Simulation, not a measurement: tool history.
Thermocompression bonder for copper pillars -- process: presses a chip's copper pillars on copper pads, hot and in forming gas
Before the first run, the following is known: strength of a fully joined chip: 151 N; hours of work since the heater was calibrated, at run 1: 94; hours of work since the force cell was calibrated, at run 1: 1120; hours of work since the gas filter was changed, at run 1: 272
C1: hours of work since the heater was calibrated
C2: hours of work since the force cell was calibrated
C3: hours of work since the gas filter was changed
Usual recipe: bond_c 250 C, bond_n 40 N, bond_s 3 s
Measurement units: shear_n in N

run 1 hour=0 | bond_c=250 bond_n=40 bond_s=3 | C1=94 C2=1120 C3=272 | shear_n=107.7
-- hour=43.6 forming gas filter changed
run 2 hour=58.7 | bond_c=250 bond_n=40 bond_s=3 | C1=121 C2=1147 C3=7 | shear_n=108.2
run 3 hour=107.7 | bond_c=250 bond_n=34 bond_s=3 | C1=144 C2=1169 C3=30 | shear_n=100.6
run 4 hour=167.9 | bond_c=250 bond_n=34 bond_s=3 | C1=172 C2=1197 C3=58 | shear_n=101
run 5 hour=216.8 | bond_c=250 bond_n=40 bond_s=3 | C1=194 C2=1220 C3=80 | shear_n=107.6
run 6 hour=277.2 | bond_c=250 bond_n=40 bond_s=7 | C1=222 C2=1248 C3=108 | shear_n=129.2
run 7 hour=325.2 | bond_c=250 bond_n=40 bond_s=7 | C1=245 C2=1270 C3=131 | shear_n=128.3
run 8 hour=367.9 | bond_c=250 bond_n=40 bond_s=7 | C1=264 C2=1290 C3=150 | shear_n=128.3
run 9 hour=406.4 | bond_c=250 bond_n=40 bond_s=7 | C1=282 C2=1308 C3=168 | shear_n=129.2
run 10 hour=438.5 | bond_c=250 bond_n=40 bond_s=3 | C1=297 C2=1323 C3=183 | shear_n=108.4
run 11 hour=503.9 | bond_c=250 bond_n=40 bond_s=3 | C1=327 C2=1353 C3=213 | shear_n=107.8
run 12 hour=539.7 | bond_c=250 bond_n=40 bond_s=3 | C1=344 C2=1370 C3=230 | shear_n=107.7
run 13 hour=571.5 | bond_c=250 bond_n=40 bond_s=3 | C1=359 C2=1384 C3=245 | shear_n=106.9
run 14 hour=619.7 | bond_c=250 bond_n=25 bond_s=3 | C1=381 C2=1407 C3=267 | shear_n=88.6
-- hour=675.5 forming gas filter changed
run 15 hour=675.9 | bond_c=250 bond_n=25 bond_s=3 | C1=407 C2=1432 C3=0 | shear_n=88.5
run 16 hour=744.9 | bond_c=250 bond_n=25 bond_s=3 | C1=439 C2=1464 C3=32 | shear_n=89.2
run 17 hour=808.4 | bond_c=250 bond_n=25 bond_s=3 | C1=468 C2=1494 C3=62 | shear_n=89.2
run 18 hour=878.9 | bond_c=224 bond_n=38 bond_s=5 | C1=501 C2=1526 C3=94 | shear_n=99.7
run 19 hour=914 | bond_c=250 bond_n=59 bond_s=4 | C1=517 C2=1543 C3=111 | shear_n=129.2
-- hour=932.3 heater calibrated with a thermocouple chip
run 20 hour=950.9 | bond_c=221 bond_n=54 bond_s=3 | C1=9 C2=1559 C3=127 | shear_n=97.6
run 21 hour=1007.9 | bond_c=250 bond_n=27 bond_s=7 | C1=35 C2=1585 C3=153 | shear_n=114.9
run 22 hour=1064.8 | bond_c=250 bond_n=30 bond_s=2 | C1=61 C2=1612 C3=179 | shear_n=85.3
run 23 hour=1097.4 | bond_c=250 bond_n=30 bond_s=2 | C1=77 C2=1627 C3=195 | shear_n=84.7
-- hour=1112.9 force cell calibrated
run 24 hour=1159.1 | bond_c=267 bond_n=30 bond_s=5 | C1=104 C2=21 C3=223 | shear_n=121.2
run 25 hour=1220.6 | bond_c=240 bond_n=30 bond_s=2 | C1=133 C2=50 C3=251 | shear_n=77.3
run 26 hour=1291.2 | bond_c=250 bond_n=26 bond_s=2 | C1=166 C2=83 C3=284 | shear_n=79.6
-- hour=1311.4 forming gas filter changed
run 27 hour=1326.7 | bond_c=250 bond_n=33 bond_s=8 | C1=182 C2=99 C3=7 | shear_n=125.1
run 28 hour=1383.2 | bond_c=250 bond_n=33 bond_s=8 | C1=208 C2=125 C3=33 | shear_n=125.7
run 29 hour=1428.3 | bond_c=254 bond_n=40 bond_s=6 | C1=229 C2=146 C3=54 | shear_n=127.3
run 30 hour=1495.4 | bond_c=259 bond_n=40 bond_s=6 | C1=260 C2=177 C3=85 | shear_n=130.5

Each row is a separate what-if for the run after 30, all from the same tool condition, not one after another. Results?
run A hour=1545.2 | bond_c=260 bond_n=46 bond_s=4 | C1=283 C2=200 C3=108 | shear_n=?
run B hour=1545.2 | bond_c=250 bond_n=40 bond_s=2 | C1=283 C2=200 C3=108 | shear_n=?
run C hour=1545.2 | bond_c=263 bond_n=31 bond_s=3 | C1=283 C2=200 C3=108 | shear_n=?
run D hour=1545.2 | bond_c=224 bond_n=45 bond_s=4 | C1=283 C2=200 C3=108 | shear_n=?
run E hour=1545.2 | bond_c=238 bond_n=32 bond_s=3 | C1=283 C2=200 C3=108 | shear_n=?

run=A shear_n=126.7
run=B shear_n=97.4
run=C shear_n=106.8
run=D shear_n=99.8
run=E shear_n=89.7
Had the tool no hidden state, the same runs would have come out as:
run=A shear_n=126.7
run=B shear_n=97.4
run=C shear_n=106.8
run=D shear_n=99.7
run=E shear_n=89.6

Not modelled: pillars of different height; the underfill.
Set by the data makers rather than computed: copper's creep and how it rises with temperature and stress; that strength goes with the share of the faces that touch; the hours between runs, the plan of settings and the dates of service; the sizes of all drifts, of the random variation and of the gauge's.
